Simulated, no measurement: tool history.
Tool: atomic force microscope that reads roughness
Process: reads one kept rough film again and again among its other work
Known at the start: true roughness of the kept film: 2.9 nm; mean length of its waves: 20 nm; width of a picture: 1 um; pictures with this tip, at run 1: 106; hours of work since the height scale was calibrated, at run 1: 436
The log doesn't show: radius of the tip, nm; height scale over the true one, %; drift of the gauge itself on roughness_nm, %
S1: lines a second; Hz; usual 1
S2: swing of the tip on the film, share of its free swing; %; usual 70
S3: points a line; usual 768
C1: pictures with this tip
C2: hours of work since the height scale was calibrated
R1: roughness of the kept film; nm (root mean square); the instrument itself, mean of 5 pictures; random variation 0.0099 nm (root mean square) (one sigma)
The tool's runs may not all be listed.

run	hour	S1	S2	S3	C1	C2	R1
1	0	1	70	768	106	436	1.894
2	12.4	1	70	768	133	445	1.829
3	31.7	1	70	768	175	460	1.719
4	46.5	1	70	524	206	471	1.636
5	57	1	70	524	229	480	1.581
6	65.4	1	70	524	247	486	1.544
7	73.7	2.76	70	524	265	492	1.377
8	85.2	2.76	70	637	290	501	1.334
9	97.2	2.49	70	768	315	510	1.317
# hour 107.1: new tip fitted
10	117.1	2.49	70	768	21	525	1.983
11	129.3	2.49	67	768	47	535	1.95
12	147.7	2.49	67	768	87	549	1.829
13	163.2	2.49	67	768	120	561	1.735
14	182.6	2.49	67	768	162	576	1.627
15	201.2	0.65	70	768	202	590	1.68
16	217.2	1	62	760	236	602	1.613
17	233.3	1	68	732	271	615	1.518
18	243.6	3.01	72	412	293	622	1.289
19	258.1	1	58	256	325	634	1.423
# hour 264.5: new tip fitted
20	271.4	1	58	256	15	643	2.177
21	289.7	1	58	256	54	657	2.045
22	306	1.22	58	257	90	670	1.902
23	320	2.31	77	274	119	681	1.567
24	329.2	0.84	88	573	139	688	1.674
25	341.9	0.84	88	573	167	698	1.624
26	358	0.84	88	573	201	710	1.545
27	376.4	1	70	581	241	724	1.562

Some steps in R1 between neighbouring runs. How much of each would the tool show without its hidden state too (settings, what came in, random variation), and how much is left for the hidden state, with any gauge scatter that isn't in both results?
Run 9 -> 10: new tip fitted. R1 +0.666 nm (root mean square): hidden state +0.66, all else +0.006.
Run 19 -> 20: new tip fitted. R1 +0.754 nm (root mean square): hidden state +0.756, all else -0.002.

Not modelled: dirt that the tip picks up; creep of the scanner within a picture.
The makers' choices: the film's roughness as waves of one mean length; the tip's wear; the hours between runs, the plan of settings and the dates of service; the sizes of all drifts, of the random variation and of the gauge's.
